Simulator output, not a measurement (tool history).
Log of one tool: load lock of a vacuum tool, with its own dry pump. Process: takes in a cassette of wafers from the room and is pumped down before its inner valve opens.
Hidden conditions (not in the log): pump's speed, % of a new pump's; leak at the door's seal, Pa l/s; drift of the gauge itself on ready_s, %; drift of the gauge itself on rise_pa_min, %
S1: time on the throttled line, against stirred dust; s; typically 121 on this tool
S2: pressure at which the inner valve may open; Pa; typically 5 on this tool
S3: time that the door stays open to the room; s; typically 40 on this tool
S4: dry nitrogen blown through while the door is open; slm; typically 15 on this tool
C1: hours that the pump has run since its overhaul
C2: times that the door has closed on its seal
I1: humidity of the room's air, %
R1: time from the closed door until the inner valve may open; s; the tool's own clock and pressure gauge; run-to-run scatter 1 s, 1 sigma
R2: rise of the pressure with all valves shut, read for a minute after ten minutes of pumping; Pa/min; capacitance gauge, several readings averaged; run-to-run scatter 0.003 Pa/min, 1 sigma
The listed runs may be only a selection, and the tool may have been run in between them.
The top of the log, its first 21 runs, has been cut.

{"run": 22, "hour": 4229.6, "S1": 121, "S2": 9, "S3": 64, "S4": 32, "C1": 17027, "C2": 34395, "I1": 45.6, "R1": 168.4, "R2": 0.392}
{"run": 23, "hour": 4356.7, "S1": 121, "S2": 9, "S3": 64, "S4": 32, "C1": 17154, "C2": 34814, "I1": 46.6, "R1": 170.5, "R2": 0.395}
{"run": 24, "hour": 4573.9, "S1": 172, "S2": 5, "S3": 107, "S4": 24, "C1": 17371, "C2": 35530, "I1": 46.1, "R1": 217.3, "R2": 0.423}
{"run": 25, "hour": 4742.3, "S1": 172, "S2": 5, "S3": 107, "S4": 24, "C1": 17540, "C2": 36085, "I1": 44.6, "R1": 220.0, "R2": 0.436}
{"run": 26, "hour": 4877.1, "S1": 172, "S2": 5, "S3": 107, "S4": 24, "C1": 17675, "C2": 36529, "I1": 43.5, "R1": 217.2, "R2": 0.431}
{"run": 27, "hour": 5032.2, "S1": 232, "S2": 6, "S3": 165, "S4": 28, "C1": 17830, "C2": 37041, "I1": 47.7, "R1": 267.0, "R2": 0.468}
{"run": 28, "hour": 5149.5, "S1": 61, "S2": 5, "S3": 40, "S4": 15, "C1": 17947, "C2": 37428, "I1": 40.6, "R1": 122.2, "R2": 0.443}
{"run": 29, "hour": 5299.6, "S1": 139, "S2": 8, "S3": 174, "S4": 6, "C1": 18097, "C2": 37922, "I1": 42.7, "R1": 187.2, "R2": 0.506}
{"run": 30, "hour": 5548.1, "S1": 140, "S2": 9, "S3": 74, "S4": 23, "C1": 18346, "C2": 38742, "I1": 45.2, "R1": 186.4, "R2": 0.47}
{"run": 31, "hour": 5792.3, "S1": 91, "S2": 9, "S3": 108, "S4": 31, "C1": 18590, "C2": 39547, "I1": 41.8, "R1": 145.5, "R2": 0.499}
{"run": 32, "hour": 5996.1, "S1": 91, "S2": 9, "S3": 108, "S4": 31, "C1": 18794, "C2": 40219, "I1": 47.4, "R1": 146.6, "R2": 0.507}
{"run": 33, "hour": 6178.2, "S1": 212, "S2": 9, "S3": 44, "S4": 26, "C1": 18976, "C2": 40819, "I1": 44.1, "R1": 247.2, "R2": 0.51}
{"run": 34, "hour": 6421.9, "S1": 212, "S2": 9, "S3": 44, "S4": 26, "C1": 19219, "C2": 41622, "I1": 43.5, "R1": 250.1, "R2": 0.518}
{"run": 35, "hour": 6695.1, "S1": 121, "S2": 5, "S3": 94, "S4": 15, "C1": 19493, "C2": 42523, "I1": 49.5, "R1": 176.5, "R2": 0.558}
{"run": 36, "hour": 6919.3, "S1": 191, "S2": 5, "S3": 40, "S4": 15, "C1": 19717, "C2": 43262, "I1": 44.5, "R1": 236.5, "R2": 0.562}

What if the next run were any one of these 4? Each begins from the tool's condition after run 36:
{"hour": 7121.9, "done": "dry pump taken out, an overhauled one fitted"}
{"run": "A", "hour": 7141.8, "S1": 121, "S2": 5, "S3": 125, "S4": 23, "C1": 20, "C2": 43976, "I1": 47.6, "R1": "?", "R2": "?"}
{"hour": 7121.9, "done": "dry pump taken out, an overhauled one fitted"}
{"run": "B", "hour": 7141.8, "S1": 121, "S2": 5, "S3": 106, "S4": 8, "C1": 20, "C2": 43976, "I1": 42.9, "R1": "?", "R2": "?"}
{"hour": 7121.9, "done": "dry pump taken out, an overhauled one fitted"}
{"run": "C", "hour": 7141.8, "S1": 121, "S2": 5, "S3": 61, "S4": 10, "C1": 20, "C2": 43976, "I1": 42.3, "R1": "?", "R2": "?"}
{"hour": 7121.9, "done": "dry pump taken out, an overhauled one fitted"}
{"run": "D", "hour": 7141.8, "S1": 191, "S2": 5, "S3": 187, "S4": 15, "C1": 20, "C2": 43976, "I1": 44.4, "R1": "?", "R2": "?"}

run=A R1=164.5 R2=0.602
run=B R1=166.3 R2=0.603
run=C R1=163.9 R2=0.583
run=D R1=228.9 R2=0.609
Take away the tool's hidden state, keep each run's random variation, and the runs would have read:
run=A R1=164.3 R2=0.050
run=B R1=166.0 R2=0.055
run=C R1=163.7 R2=0.031
run=D R1=228.6 R2=0.069
